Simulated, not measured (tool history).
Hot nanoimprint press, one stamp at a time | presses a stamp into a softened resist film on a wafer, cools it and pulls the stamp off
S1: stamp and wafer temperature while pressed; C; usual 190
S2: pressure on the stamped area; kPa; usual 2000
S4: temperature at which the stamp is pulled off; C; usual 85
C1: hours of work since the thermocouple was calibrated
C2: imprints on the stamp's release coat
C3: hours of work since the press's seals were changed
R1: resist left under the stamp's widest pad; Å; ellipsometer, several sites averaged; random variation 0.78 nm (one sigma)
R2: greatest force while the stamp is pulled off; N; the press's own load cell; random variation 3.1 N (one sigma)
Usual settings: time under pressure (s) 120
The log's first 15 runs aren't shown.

{"run": 16, "hour": 741.1, "S1": 182, "S2": 2000, "time under pressure (s)": 120, "S4": 85, "C1": 469, "C2": 591, "C3": 865, "R1": 1411, "R2": 159}
{"run": 17, "hour": 773.7, "S1": 182, "S2": 1380, "time under pressure (s)": 120, "S4": 83, "C1": 482, "C2": 633, "C3": 878, "R1": 1648, "R2": 161}
{"run": 18, "hour": 827.2, "S1": 182, "S2": 1380, "time under pressure (s)": 120, "S4": 83, "C1": 505, "C2": 702, "C3": 901, "R1": 1642, "R2": 160}
{"hour": 835.1, "done": "plate thermocouple calibrated"}
{"run": 19, "hour": 885.9, "S1": 193, "S2": 2000, "time under pressure (s)": 173, "S4": 81, "C1": 21, "C2": 775, "C3": 924, "R1": 817, "R2": 168}
{"run": 20, "hour": 918.9, "S1": 193, "S2": 2000, "time under pressure (s)": 173, "S4": 81, "C1": 35, "C2": 818, "C3": 938, "R1": 815, "R2": 166}
{"run": 21, "hour": 963.7, "S1": 193, "S2": 1400, "time under pressure (s)": 173, "S4": 73, "C1": 54, "C2": 876, "C3": 957, "R1": 985, "R2": 184}
{"run": 22, "hour": 1018.3, "S1": 193, "S2": 1400, "time under pressure (s)": 173, "S4": 73, "C1": 77, "C2": 947, "C3": 979, "R1": 997, "R2": 185}
{"run": 23, "hour": 1062.6, "S1": 193, "S2": 1400, "time under pressure (s)": 173, "S4": 73, "C1": 95, "C2": 1004, "C3": 998, "R1": 985, "R2": 183}
{"hour": 1074.8, "done": "plate thermocouple calibrated, once more"}
{"run": 24, "hour": 1114.2, "S1": 194, "S2": 1400, "time under pressure (s)": 173, "S4": 78, "C1": 16, "C2": 1068, "C3": 1018, "R1": 923, "R2": 174}
{"run": 25, "hour": 1179.6, "S1": 194, "S2": 1540, "time under pressure (s)": 178, "S4": 78, "C1": 44, "C2": 1152, "C3": 1046, "R1": 873, "R2": 172}
{"run": 26, "hour": 1215.8, "S1": 194, "S2": 1540, "time under pressure (s)": 178, "S4": 78, "C1": 59, "C2": 1199, "C3": 1061, "R1": 852, "R2": 177}
{"run": 27, "hour": 1275.9, "S1": 192, "S2": 2090, "time under pressure (s)": 232, "S4": 74, "C1": 84, "C2": 1278, "C3": 1086, "R1": 733, "R2": 189}
{"run": 28, "hour": 1331.2, "S1": 192, "S2": 2090, "time under pressure (s)": 232, "S4": 74, "C1": 107, "C2": 1349, "C3": 1109, "R1": 714, "R2": 184}
{"run": 29, "hour": 1378.3, "S1": 192, "S2": 2090, "time under pressure (s)": 195, "S4": 80, "C1": 127, "C2": 1411, "C3": 1129, "R1": 789, "R2": 174}
{"run": 30, "hour": 1421.3, "S1": 192, "S2": 2090, "time under pressure (s)": 81, "S4": 73, "C1": 145, "C2": 1467, "C3": 1147, "R1": 1095, "R2": 191}
{"run": 31, "hour": 1483.8, "S1": 179, "S2": 2000, "time under pressure (s)": 120, "S4": 87, "C1": 171, "C2": 1548, "C3": 1173, "R1": 1568, "R2": 165}

3 ways to go on from here, each from the tool as it stands after run 31. What would each give?
{"run": "A", "hour": 1531.3, "S1": 190, "S2": 2000, "time under pressure (s)": 88, "S4": 83, "C1": 191, "C2": 1609, "C3": 1193, "R1": "?", "R2": "?"}
{"run": "B", "hour": 1531.3, "S1": 199, "S2": 2000, "time under pressure (s)": 166, "S4": 84, "C1": 191, "C2": 1609, "C3": 1193, "R1": "?", "R2": "?"}
{"run": "C", "hour": 1531.3, "S1": 194, "S2": 2060, "time under pressure (s)": 120, "S4": 86, "C1": 191, "C2": 1609, "C3": 1193, "R1": "?", "R2": "?"}

run=A R1=1169 R2=174
run=B R1=653 R2=168
run=C R1=879 R2=168
Without the tool's hidden state the same runs would have given:
run=A R1=1118 R2=152
run=B R1=622 R2=146
run=C R1=837 R2=146

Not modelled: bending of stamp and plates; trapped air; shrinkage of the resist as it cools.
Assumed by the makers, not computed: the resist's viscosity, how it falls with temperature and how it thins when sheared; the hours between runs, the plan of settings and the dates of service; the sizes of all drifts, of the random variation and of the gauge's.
